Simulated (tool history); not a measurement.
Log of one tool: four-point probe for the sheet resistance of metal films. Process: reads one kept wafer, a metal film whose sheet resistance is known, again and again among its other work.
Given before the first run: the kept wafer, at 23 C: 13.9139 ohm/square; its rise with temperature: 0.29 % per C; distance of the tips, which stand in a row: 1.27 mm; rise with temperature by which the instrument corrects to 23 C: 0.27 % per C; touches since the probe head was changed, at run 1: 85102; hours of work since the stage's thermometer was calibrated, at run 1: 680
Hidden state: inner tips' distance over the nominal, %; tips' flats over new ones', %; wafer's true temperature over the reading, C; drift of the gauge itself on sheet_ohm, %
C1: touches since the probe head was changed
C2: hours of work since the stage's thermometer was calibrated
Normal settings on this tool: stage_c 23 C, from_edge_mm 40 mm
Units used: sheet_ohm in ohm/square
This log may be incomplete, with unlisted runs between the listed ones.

{"run": 1, "day": 0.0, "stage_c": 23, "from_edge_mm": 40, "C1": 85102, "C2": 680, "sheet_ohm": 13.952594}
{"run": 2, "day": 2.017, "stage_c": 28, "from_edge_mm": 40, "C1": 86804, "C2": 710, "sheet_ohm": 13.967766}
{"run": 3, "day": 3.912, "stage_c": 28, "from_edge_mm": 40, "C1": 88403, "C2": 737, "sheet_ohm": 13.971634}
{"run": 4, "day": 6.629, "stage_c": 28, "from_edge_mm": 40, "C1": 90691, "C2": 777, "sheet_ohm": 13.968196}
{"run": 5, "day": 9.362, "stage_c": 23, "from_edge_mm": 21, "C1": 92999, "C2": 818, "sheet_ohm": 13.978094}
{"run": 6, "day": 11.146, "stage_c": 23, "from_edge_mm": 21, "C1": 94501, "C2": 844, "sheet_ohm": 13.973881}
{"run": 7, "day": 12.838, "stage_c": 23, "from_edge_mm": 12, "C1": 95927, "C2": 869, "sheet_ohm": 14.042093}
{"run": 8, "day": 16.238, "stage_c": 23, "from_edge_mm": 12, "C1": 98796, "C2": 919, "sheet_ohm": 14.033771}
{"run": 9, "day": 17.696, "stage_c": 33, "from_edge_mm": 12, "C1": 100025, "C2": 940, "sheet_ohm": 14.068241}
{"run": 10, "day": 20.804, "stage_c": 30, "from_edge_mm": 6, "C1": 102647, "C2": 986, "sheet_ohm": 14.308285}
{"run": 11, "day": 23.467, "stage_c": 30, "from_edge_mm": 6, "C1": 104890, "C2": 1025, "sheet_ohm": 14.306614}
{"run": 12, "day": 25.646, "stage_c": 33, "from_edge_mm": 14, "C1": 106731, "C2": 1057, "sheet_ohm": 14.052062}
{"run": 13, "day": 28.329, "stage_c": 33, "from_edge_mm": 14, "C1": 108994, "C2": 1097, "sheet_ohm": 14.054065}
{"run": 14, "day": 29.871, "stage_c": 33, "from_edge_mm": 14, "C1": 110292, "C2": 1120, "sheet_ohm": 14.057217}
{"run": 15, "day": 32.971, "stage_c": 22, "from_edge_mm": 14, "C1": 112908, "C2": 1165, "sheet_ohm": 14.020311}

4 ways to go on from here, each from the tool as it stands after run 15. What would each give?
{"run": "A", "day": 36.158, "stage_c": 19, "from_edge_mm": 14, "C1": 115594, "C2": 1212, "sheet_ohm": "?"}
{"run": "B", "day": 36.158, "stage_c": 25, "from_edge_mm": 4, "C1": 115594, "C2": 1212, "sheet_ohm": "?"}
{"run": "C", "day": 36.158, "stage_c": 22, "from_edge_mm": 7, "C1": 115594, "C2": 1212, "sheet_ohm": "?"}
{"run": "D", "day": 36.158, "stage_c": 26, "from_edge_mm": 14, "C1": 115594, "C2": 1212, "sheet_ohm": "?"}

run=A sheet_ohm=14.013288
run=B sheet_ohm=14.683374
run=C sheet_ohm=14.198979
run=D sheet_ohm=14.040086
The same runs, with their run-to-run variation unchanged, on a tool lacking any hidden condition would have given:
run=A sheet_ohm=13.964534
run=B sheet_ohm=14.632691
run=C sheet_ohm=14.149743
run=D sheet_ohm=13.991533

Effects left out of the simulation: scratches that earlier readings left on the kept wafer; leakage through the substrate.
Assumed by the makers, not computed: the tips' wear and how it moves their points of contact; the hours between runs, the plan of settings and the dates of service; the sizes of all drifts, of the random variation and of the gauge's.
